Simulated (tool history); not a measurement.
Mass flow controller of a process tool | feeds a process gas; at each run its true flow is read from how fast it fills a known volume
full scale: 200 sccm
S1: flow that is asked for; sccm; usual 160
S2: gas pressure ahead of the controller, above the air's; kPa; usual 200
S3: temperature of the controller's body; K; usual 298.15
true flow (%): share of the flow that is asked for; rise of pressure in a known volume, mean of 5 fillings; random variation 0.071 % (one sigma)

{"run": 1, "hour": 0.0, "S1": 160, "S2": 200, "S3": 298.15, "true flow (%)": 99.55}
{"run": 2, "hour": 133.7, "S1": 160, "S2": 153, "S3": 298.15, "true flow (%)": 99.65}
{"run": 3, "hour": 361.4, "S1": 160, "S2": 200, "S3": 298.15, "true flow (%)": 99.44}
{"run": 4, "hour": 492.8, "S1": 160, "S2": 200, "S3": 298.15, "true flow (%)": 99.32}
{"run": 5, "hour": 693.6, "S1": 85, "S2": 200, "S3": 298.15, "true flow (%)": 98.37}
{"run": 6, "hour": 941.6, "S1": 160, "S2": 200, "S3": 298.15, "true flow (%)": 99.09}
{"run": 7, "hour": 1095.1, "S1": 160, "S2": 214, "S3": 298.15, "true flow (%)": 99.17}
{"run": 8, "hour": 1338.9, "S1": 160, "S2": 214, "S3": 298.15, "true flow (%)": 99.17}
{"run": 9, "hour": 1623.1, "S1": 160, "S2": 214, "S3": 298.15, "true flow (%)": 98.96}
{"run": 10, "hour": 1918.1, "S1": 139, "S2": 163, "S3": 299.15, "true flow (%)": 98.9}
{"hour": 1997.0, "done": "controller's zero set anew"}
{"run": 11, "hour": 2096.8, "S1": 35, "S2": 200, "S3": 298.15, "true flow (%)": 97.56}
{"run": 12, "hour": 2314.3, "S1": 160, "S2": 200, "S3": 294.15, "true flow (%)": 99.07}
{"run": 13, "hour": 2505.5, "S1": 196, "S2": 217, "S3": 305.15, "true flow (%)": 98.94}
{"run": 14, "hour": 2719.8, "S1": 196, "S2": 217, "S3": 299.15, "true flow (%)": 98.99}
{"run": 15, "hour": 3003.7, "S1": 45, "S2": 200, "S3": 294.15, "true flow (%)": 97.73}
{"run": 16, "hour": 3168.6, "S1": 45, "S2": 200, "S3": 294.15, "true flow (%)": 97.46}

Forecast each of these 4 alternatives for the next run:
{"run": "A", "hour": 3421.0, "S1": 128, "S2": 200, "S3": 298.15, "true flow (%)": "?"}
{"run": "B", "hour": 3421.0, "S1": 26, "S2": 205, "S3": 313.15, "true flow (%)": "?"}
{"run": "C", "hour": 3421.0, "S1": 45, "S2": 200, "S3": 302.15, "true flow (%)": "?"}
{"run": "D", "hour": 3421.0, "S1": 45, "S2": 200, "S3": 303.15, "true flow (%)": "?"}

run=A true_flow_(%)=98.32
run=B true_flow_(%)=96.26
run=C true_flow_(%)=97.02
run=D true_flow_(%)=96.99
Without the tool's hidden state the same runs would have given:
run=A true_flow_(%)=99.26
run=B true_flow_(%)=97.19
run=C true_flow_(%)=97.95
run=D true_flow_(%)=97.92
